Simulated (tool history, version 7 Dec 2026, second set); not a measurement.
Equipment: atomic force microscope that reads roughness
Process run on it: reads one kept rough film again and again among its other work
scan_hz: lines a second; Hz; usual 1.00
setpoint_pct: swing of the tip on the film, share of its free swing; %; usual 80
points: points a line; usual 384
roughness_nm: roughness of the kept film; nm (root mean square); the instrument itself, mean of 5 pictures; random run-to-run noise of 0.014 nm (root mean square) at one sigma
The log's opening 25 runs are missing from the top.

Run 26, hour 192.2: usual settings but scan_hz 2.15 Hz, setpoint_pct 69 %, points 263. Result: roughness_nm 3.394 nm (root mean square).
Run 27, hour 201.6: usual settings but scan_hz 2.15 Hz, setpoint_pct 69 %, points 263. Result: roughness_nm 3.323 nm (root mean square).
Run 28, hour 210.3: usual settings but scan_hz 2.15 Hz, setpoint_pct 69 %, points 263. Result: roughness_nm 3.371 nm (root mean square).
Run 29, hour 219.5: usual settings but scan_hz 1.31 Hz, setpoint_pct 60 %, points 263. Result: roughness_nm 3.538 nm (root mean square).
Run 30, hour 229.5: usual settings but scan_hz 1.31 Hz, setpoint_pct 60 %, points 263. Result: roughness_nm 3.545 nm (root mean square).
Run 31, hour 239.6: usual settings but scan_hz 1.31 Hz, setpoint_pct 60 %, points 263. Result: roughness_nm 3.553 nm (root mean square).
At hour 244.5: new tip fitted.
Run 32, hour 248.6: usual settings but scan_hz 1.31 Hz, setpoint_pct 65 %, points 579. Result: roughness_nm 3.518 nm (root mean square).
Run 33, hour 253.6: usual settings but points 562. Result: roughness_nm 3.431 nm (root mean square).
Run 34, hour 263.5: usual settings but scan_hz 0.54 Hz. Result: roughness_nm 3.521 nm (root mean square).
Run 35, hour 270.3: usual settings but scan_hz 2.24 Hz. Result: roughness_nm 3.149 nm (root mean square).
Run 36, hour 279.9: usual settings but scan_hz 1.01 Hz, setpoint_pct 61 %, points 418. Result: roughness_nm 3.590 nm (root mean square).
Run 37, hour 289.4: usual settings but scan_hz 1.01 Hz, setpoint_pct 61 %, points 418. Result: roughness_nm 3.598 nm (root mean square).
Run 38, hour 298.8: usual settings but scan_hz 0.87 Hz, setpoint_pct 61 %, points 831. Result: roughness_nm 3.613 nm (root mean square).
Run 39, hour 308.3: usual settings but setpoint_pct 89 %. Result: roughness_nm 3.288 nm (root mean square).
At hour 314.6: new tip fitted.
Run 40, hour 315.6: usual settings but scan_hz 2.69 Hz, setpoint_pct 77 %. Result: roughness_nm 3.136 nm (root mean square).
Run 41, hour 324.2: usual settings but setpoint_pct 60 %, points 276. Result: roughness_nm 3.579 nm (root mean square).
Run 42, hour 329.6: usual settings but setpoint_pct 60 %, points 276. Result: roughness_nm 3.598 nm (root mean square).
Run 43, hour 338.6: usual settings but scan_hz 1.53 Hz, setpoint_pct 64 %, points 990. Result: roughness_nm 3.568 nm (root mean square).
Run 44, hour 345.7: usual settings but scan_hz 0.93 Hz, setpoint_pct 88 %, points 990. Result: roughness_nm 3.352 nm (root mean square).
Run 45, hour 350.1: usual settings but scan_hz 0.93 Hz, setpoint_pct 88 %, points 990. Result: roughness_nm 3.356 nm (root mean square).
Run 46, hour 360.2: usual settings but scan_hz 0.93 Hz, setpoint_pct 88 %, points 990. Result: roughness_nm 3.388 nm (root mean square).

Predict each of these 3 candidate next runs independently; none follows another, all start after run 46:
Run A, hour 366.0: usual settings but points 271. Result: roughness_nm ?.
Run B, hour 366.0: usual settings but scan_hz 0.53 Hz, setpoint_pct 66 %, points 460. Result: roughness_nm ?.
Run C, hour 366.0: usual settings but scan_hz 1.86 Hz, setpoint_pct 88 %, points 746. Result: roughness_nm ?.

run  roughness_nm
  A         3.405
  B         3.634
  C         3.046
Without the tool's unlogged condition, the same runs would have read:
run  roughness_nm
  A         3.409
  B         3.638
  C         3.050

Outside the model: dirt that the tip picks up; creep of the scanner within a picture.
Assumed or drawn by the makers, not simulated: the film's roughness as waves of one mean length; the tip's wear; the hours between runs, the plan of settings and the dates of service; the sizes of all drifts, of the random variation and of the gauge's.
